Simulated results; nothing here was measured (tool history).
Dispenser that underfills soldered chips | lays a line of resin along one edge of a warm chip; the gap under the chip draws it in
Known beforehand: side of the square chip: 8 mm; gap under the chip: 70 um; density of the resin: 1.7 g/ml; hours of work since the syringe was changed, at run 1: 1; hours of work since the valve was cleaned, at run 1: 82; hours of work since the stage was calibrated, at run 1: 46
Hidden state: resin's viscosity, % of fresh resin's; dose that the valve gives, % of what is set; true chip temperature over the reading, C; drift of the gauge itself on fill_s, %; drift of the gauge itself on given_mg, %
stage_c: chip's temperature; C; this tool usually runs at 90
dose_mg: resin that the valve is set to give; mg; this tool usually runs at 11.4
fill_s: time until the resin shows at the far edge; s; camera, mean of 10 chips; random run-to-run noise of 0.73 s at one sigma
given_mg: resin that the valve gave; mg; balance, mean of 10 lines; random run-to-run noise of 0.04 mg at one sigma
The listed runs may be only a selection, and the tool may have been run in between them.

| run | hour | stage_c | dose_mg | hours of work since the syringe was changed | hours of work since the valve was cleaned | hours of work since the stage was calibrated | fill_s | given_mg |
|---|---|---|---|---|---|---|---|---|
| 1 | 0 | 90 | 11.4 | 1 | 82 | 46 | 75.4 | 10.95 |
| 2 | 3.3 | 90 | 11.4 | 4 | 85 | 49 | 94.9 | 10.97 |
|  | 6.6 | new syringe of resin |
| 3 | 9.3 | 90 | 12.2 | 2 | 89 | 53 | 79.8 | 11.68 |
|  | 14.6 | new syringe of resin |
| 4 | 14.6 | 104 | 12.2 | 0 | 93 | 57 | 41.8 | 11.66 |
| 5 | 19.7 | 90 | 11.8 | 4 | 97 | 61 | 95.9 | 11.26 |
|  | 22.7 | new syringe of resin |
| 6 | 23.7 | 90 | 12.3 | 1 | 100 | 64 | 71.2 | 11.67 |
| 7 | 29.5 | 90 | 12.3 | 5 | 105 | 69 | 108.2 | 11.67 |
|  | 31.2 | new syringe of resin |
| 8 | 33.6 | 99 | 11.4 | 2 | 108 | 72 | 59.4 | 10.85 |
|  | 39.6 | new syringe of resin |
| 9 | 40.1 | 83 | 11.4 | 0 | 112 | 76 | 91.3 | 10.85 |
| 10 | 43.2 | 90 | 11.4 | 3 | 115 | 79 | 88.6 | 10.84 |
| 11 | 46.3 | 90 | 11.4 | 5 | 117 | 81 | 107 | 10.74 |
|  | 47.7 | new syringe of resin |
| 12 | 51.7 | 90 | 11.4 | 3 | 121 | 85 | 92.2 | 10.73 |
|  | 55.7 | new syringe of resin |
| 13 | 55.7 | 90 | 11.4 | 0 | 124 | 88 | 68.6 | 10.81 |
| 14 | 60 | 90 | 11.4 | 3 | 128 | 91 | 89.2 | 10.79 |
|  | 63.7 | new syringe of resin |
|  | 65.8 | dispensing valve cleaned and set on the balance |
| 15 | 67.8 | 93 | 11.4 | 2 | 2 | 97 | 75.4 | 11.45 |
| 16 | 71.3 | 81 | 11.4 | 5 | 4 | 99 | 149.5 | 11.4 |
|  | 72.8 | new syringe of resin |
| 17 | 78.5 | 90 | 10.4 | 4 | 10 | 105 | 105 | 10.42 |
|  | 80.8 | new syringe of resin |
| 18 | 81.9 | 90 | 10.4 | 1 | 12 | 107 | 73.7 | 10.27 |
| 19 | 85.9 | 90 | 14.3 | 4 | 15 | 110 | 94.1 | 14.31 |
|  | 88.9 | new syringe of resin |
| 20 | 89.9 | 90 | 13.4 | 1 | 18 | 113 | 70.5 | 13.26 |
| 21 | 95.6 | 95 | 12.5 | 5 | 23 | 118 | 89.1 | 12.39 |
|  | 97.2 | new syringe of resin |
| 22 | 102.4 | 79 | 10 | 4 | 28 | 123 | 149.3 | 9.9 |
|  | 105.5 | new syringe of resin |
| 23 | 106.5 | 79 | 10 | 1 | 31 | 126 | 111.2 | 9.88 |
| 24 | 110.5 | 94 | 12.9 | 4 | 34 | 129 | 82.3 | 12.78 |
|  | 113.6 | new syringe of resin |
| 25 | 114.4 | 94 | 12.9 | 1 | 37 | 132 | 61.3 | 12.62 |
| 26 | 119.5 | 96 | 10.2 | 5 | 40 | 135 | 83.6 | 10.04 |
|  | 121.5 | new syringe of resin |
| 27 | 126.7 | 101 | 9.8 | 4 | 46 | 141 | 70.1 | 9.63 |
|  | 129.5 | new syringe of resin |
| 28 | 132.4 | 98 | 13.7 | 2 | 50 | 145 | 60.5 | 13.39 |
| 29 | 135.7 | 98 | 11.2 | 5 | 53 | 148 | 78.9 | 11 |
|  | 137.7 | new syringe of resin |
| 30 | 142.9 | 98 | 11.2 | 4 | 58 | 153 | 76.1 | 10.9 |
|  | 145.9 | new syringe of resin |
| 31 | 150.8 | 98 | 14.1 | 4 | 64 | 159 | 72 | 13.68 |
|  | 154.1 | new syringe of resin |
| 32 | 156.6 | 98 | 14.1 | 2 | 68 | 163 | 61.3 | 13.7 |
|  | 162.3 | new syringe of resin |
| 33 | 164.2 | 90 | 13 | 1 | 74 | 169 | 75.7 | 12.57 |
| 34 | 167.4 | 94 | 10.6 | 4 | 76 | 171 | 82.7 | 10.23 |
|  | 170.6 | new syringe of resin |
| 35 | 171.5 | 85 | 10.9 | 1 | 79 | 174 | 87 | 10.49 |
| 36 | 178 | 92 | 10.9 | 6 | 85 | 180 | 105.9 | 10.51 |

Each row is a separate what-if for the run after 36, all from the same tool condition, not one after another. Results?
|  | 178.9 | new syringe of resin |
| A | 184.8 | 98 | 14.6 | 5 | 90 | 185 | ? | ? |
|  | 178.9 | new syringe of resin |
| B | 184.8 | 82 | 13.5 | 5 | 90 | 185 | ? | ? |
|  | 178.9 | new syringe of resin |
| C | 184.8 | 98 | 13.5 | 5 | 90 | 185 | ? | ? |

| run | fill_s | given_mg |
|---|---|---|
| A | 76.4 | 14 |
| B | 136.2 | 13 |
| C | 76.8 | 13 |
The same runs, with their run-to-run variation unchanged, on a tool lacking any hidden condition would have given:
| run | fill_s | given_mg |
|---|---|---|
| A | 49.5 | 14.57 |
| B | 88.2 | 13.53 |
| C | 49.8 | 13.53 |

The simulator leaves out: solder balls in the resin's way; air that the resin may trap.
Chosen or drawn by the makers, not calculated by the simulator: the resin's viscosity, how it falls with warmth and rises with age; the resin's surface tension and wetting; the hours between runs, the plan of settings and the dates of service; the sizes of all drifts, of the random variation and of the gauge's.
